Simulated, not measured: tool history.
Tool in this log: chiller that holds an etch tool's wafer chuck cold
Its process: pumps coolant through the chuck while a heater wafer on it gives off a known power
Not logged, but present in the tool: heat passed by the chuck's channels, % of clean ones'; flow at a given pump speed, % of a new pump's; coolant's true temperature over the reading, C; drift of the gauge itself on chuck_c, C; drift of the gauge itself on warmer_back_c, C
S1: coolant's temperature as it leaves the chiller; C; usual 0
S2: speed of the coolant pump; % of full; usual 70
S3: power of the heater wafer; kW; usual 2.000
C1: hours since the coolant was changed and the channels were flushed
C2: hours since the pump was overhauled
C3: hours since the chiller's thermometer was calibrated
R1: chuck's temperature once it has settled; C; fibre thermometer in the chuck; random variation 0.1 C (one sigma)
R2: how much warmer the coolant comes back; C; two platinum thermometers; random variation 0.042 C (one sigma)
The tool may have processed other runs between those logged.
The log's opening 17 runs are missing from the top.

| run | hour | S1 | S2 | S3 | C1 | C2 | C3 | R1 | R2 |
|---|---|---|---|---|---|---|---|---|---|
| 18 | 856.8 | 8 | 98 | 1.387 | 5674 | 2104 | 1557 | 21.5 | 4.69 |
| 19 | 907.8 | 8 | 98 | 1.387 | 5725 | 2155 | 1608 | 21.5 | 4.70 |
| 20 | 943.4 | 8 | 98 | 1.387 | 5761 | 2190 | 1644 | 21.3 | 4.71 |
| 21 | 986.1 | 0 | 61 | 1.091 | 5804 | 2233 | 1686 | 14.8 | 6.28 |
| 22 | 1026.1 | -1 | 88 | 1.023 | 5844 | 2273 | 1726 | 9.7 | 3.88 |
| 23 | 1082.5 | -7 | 79 | 2.000 | 5900 | 2330 | 1783 | 15.7 | 8.60 |
| 24 | 1132.6 | 0 | 70 | 2.705 | 5950 | 2380 | 1833 | 33.6 | 13.49 |
| 25 | 1196.7 | 0 | 70 | 2.705 | 6014 | 2444 | 1897 | 33.6 | 13.42 |
| 26 | 1243.4 | 0 | 80 | 2.911 | 6061 | 2490 | 1944 | 32.9 | 12.51 |
| 27 | 1277.4 | 0 | 88 | 1.457 | 6095 | 2524 | 1978 | 15.4 | 5.56 |
| 28 | 1345.7 | 3 | 83 | 1.600 | 6163 | 2593 | 2046 | 20.6 | 6.54 |
| 29 | 1381.9 | 0 | 66 | 2.000 | 6199 | 2629 | 2082 | 25.9 | 10.59 |
| 30 | 1434.1 | 2 | 66 | 2.000 | 6252 | 2681 | 2134 | 28.0 | 10.60 |
| 31 | 1465.0 | 2 | 66 | 2.000 | 6282 | 2712 | 2165 | 28.0 | 10.62 |
| 32 | 1495.4 | 7 | 90 | 2.000 | 6313 | 2742 | 2196 | 27.7 | 7.49 |

Consider 4 possible next runs. They are alternatives, not a sequence: every one starts from the tool as it was left by run 32. What does each give?
|  | 1549.3 | chiller's thermometer calibrated |
| A | 1549.3 | 2 | 87 | 2.000 | 6366 | 2795 | 0 | ? | ? |
|  | 1549.3 | chiller's thermometer calibrated |
| B | 1549.3 | -3 | 67 | 1.678 | 6366 | 2795 | 0 | ? | ? |
|  | 1549.3 | chiller's thermometer calibrated |
| C | 1549.3 | -10 | 65 | 1.736 | 6366 | 2795 | 0 | ? | ? |
|  | 1549.3 | chiller's thermometer calibrated |
| D | 1549.3 | 3 | 70 | 1.434 | 6366 | 2795 | 0 | ? | ? |

| run | R1 | R2 |
|---|---|---|
| A | 23.6 | 7.85 |
| B | 18.7 | 8.83 |
| C | 13.0 | 9.45 |
| D | 20.9 | 7.25 |
Without the tool's unlogged condition, the same runs would have read:
| run | R1 | R2 |
|---|---|---|
| A | 21.6 | 7.53 |
| B | 16.7 | 8.46 |
| C | 10.9 | 9.05 |
| D | 19.2 | 6.95 |
